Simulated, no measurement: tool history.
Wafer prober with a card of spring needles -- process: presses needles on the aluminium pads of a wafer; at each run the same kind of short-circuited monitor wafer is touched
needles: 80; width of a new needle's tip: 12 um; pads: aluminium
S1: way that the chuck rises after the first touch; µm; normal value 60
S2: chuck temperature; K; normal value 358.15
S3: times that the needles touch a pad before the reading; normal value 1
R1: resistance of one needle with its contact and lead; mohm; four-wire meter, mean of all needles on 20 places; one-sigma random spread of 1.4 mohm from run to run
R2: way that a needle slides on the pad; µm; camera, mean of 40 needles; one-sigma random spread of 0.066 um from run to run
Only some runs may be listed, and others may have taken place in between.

run,hour,S1,S2,S3,R1,R2
1,0,60,358.15,1,127,15.99
# hour 5.6: tips cleaned on abrasive film
# hour 17.7: tips cleaned on abrasive film
2,22.6,60,358.15,2,127,15.9
# hour 30.2: tips cleaned on abrasive film
# hour 43.3: tips cleaned on abrasive film
3,54.2,60,358.15,1,126,16.02
# hour 57: tips cleaned on abrasive film
# hour 69.5: tips cleaned on abrasive film
4,76.1,60,358.15,1,124,15.94
# hour 81.4: tips cleaned on abrasive film
# hour 95: tips cleaned on abrasive film
# hour 106.2: tips cleaned on abrasive film
# hour 117.4: tips cleaned on abrasive film
5,117.4,60,358.15,1,126,15.85
# hour 128.5: tips cleaned on abrasive film
# hour 141.6: tips cleaned on abrasive film
6,144.6,60,330.15,1,123,15.9
# hour 154.2: tips cleaned on abrasive film
# hour 166.2: tips cleaned on abrasive film
# hour 178.6: tips cleaned on abrasive film
7,183,60,330.15,1,120,15.99
# hour 190: tips cleaned on abrasive film
# hour 201.1: tips cleaned on abrasive film
# hour 214.2: tips cleaned on abrasive film
8,221.2,61,358.15,1,126,16.26
# hour 225.8: tips cleaned on abrasive film
# hour 239.1: tips cleaned on abrasive film
# hour 251.1: tips cleaned on abrasive film
9,251.1,60,325.15,1,120,15.91
# hour 263: tips cleaned on abrasive film
# hour 275.3: tips cleaned on abrasive film
# hour 288.2: tips cleaned on abrasive film
10,292,68,358.15,1,124,18.05
# hour 300: tips cleaned on abrasive film
# hour 313.2: tips cleaned on abrasive film
11,321.4,68,358.15,1,124,17.93
# hour 325.6: tips cleaned on abrasive film
# hour 337.5: tips cleaned on abrasive film
# hour 350.4: tips cleaned on abrasive film
# hour 362: tips cleaned on abrasive film
12,362,51,358.15,1,131,13.55
# hour 367: height of the first contact set anew
# hour 374.8: tips cleaned on abrasive film
# hour 386.4: tips cleaned on abrasive film
13,386.4,51,358.15,1,133,13.59
# hour 399.8: tips cleaned on abrasive film
14,407.9,51,350.15,1,128,13.5
# hour 411.6: tips cleaned on abrasive film
# hour 423.6: tips cleaned on abrasive film
# hour 436.2: tips cleaned on abrasive film
15,444.9,51,350.15,1,128,13.52
# hour 450: tips cleaned on abrasive film
# hour 463.3: tips cleaned on abrasive film
# hour 475.7: tips cleaned on abrasive film
16,483.6,60,368.15,1,127,15.91
# hour 488.2: tips cleaned on abrasive film
# hour 501: tips cleaned on abrasive film
17,504.6,60,368.15,1,129,16
# hour 514.2: tips cleaned on abrasive film
# hour 525.7: tips cleaned on abrasive film
# hour 538.7: tips cleaned on abrasive film
18,545.5,60,368.15,1,128,15.93
# hour 550.1: tips cleaned on abrasive film
# hour 563: tips cleaned on abrasive film
# hour 575.6: tips cleaned on abrasive film
19,583.8,47,358.15,1,130,12.53
# hour 589.4: tips cleaned on abrasive film
# hour 603.1: tips cleaned on abrasive film
# hour 615.6: tips cleaned on abrasive film
20,621.2,47,358.15,1,134,12.46
# hour 629.1: tips cleaned on abrasive film
# hour 642.6: tips cleaned on abrasive film
# hour 654.5: tips cleaned on abrasive film
21,660.8,62,358.15,1,128,16.43
# hour 668.2: tips cleaned on abrasive film
# hour 680.9: tips cleaned on abrasive film
# hour 693.6: tips cleaned on abrasive film
22,700.3,40,358.15,1,136,10.55
# hour 705.3: tips cleaned on abrasive film
# hour 718.3: tips cleaned on abrasive film
# hour 729.6: tips cleaned on abrasive film
23,729.6,40,358.15,1,135,10.64
# hour 741.1: tips cleaned on abrasive film
# hour 750.1: height of the first contact set anew
# hour 752.9: tips cleaned on abrasive film
24,760,40,358.15,1,136,10.66

Forecast each of these 3 alternatives for the next run:
# hour 764.9: tips cleaned on abrasive film
# hour 777.6: tips cleaned on abrasive film
# hour 788.8: tips cleaned on abrasive film
A,788.8,40,323.15,2,?,?
# hour 764.9: tips cleaned on abrasive film
# hour 777.6: tips cleaned on abrasive film
# hour 788.8: tips cleaned on abrasive film
B,788.8,45,368.15,2,?,?
# hour 764.9: tips cleaned on abrasive film
# hour 777.6: tips cleaned on abrasive film
# hour 788.8: tips cleaned on abrasive film
C,788.8,76,342.15,2,?,?

run,R1,R2
A,132,10.65
B,131,11.88
C,122,20.26
Take away the tool's hidden state, keep each run's random variation, and the runs would have read:
run,R1,R2
A,132,10.65
B,131,11.88
C,122,20.26
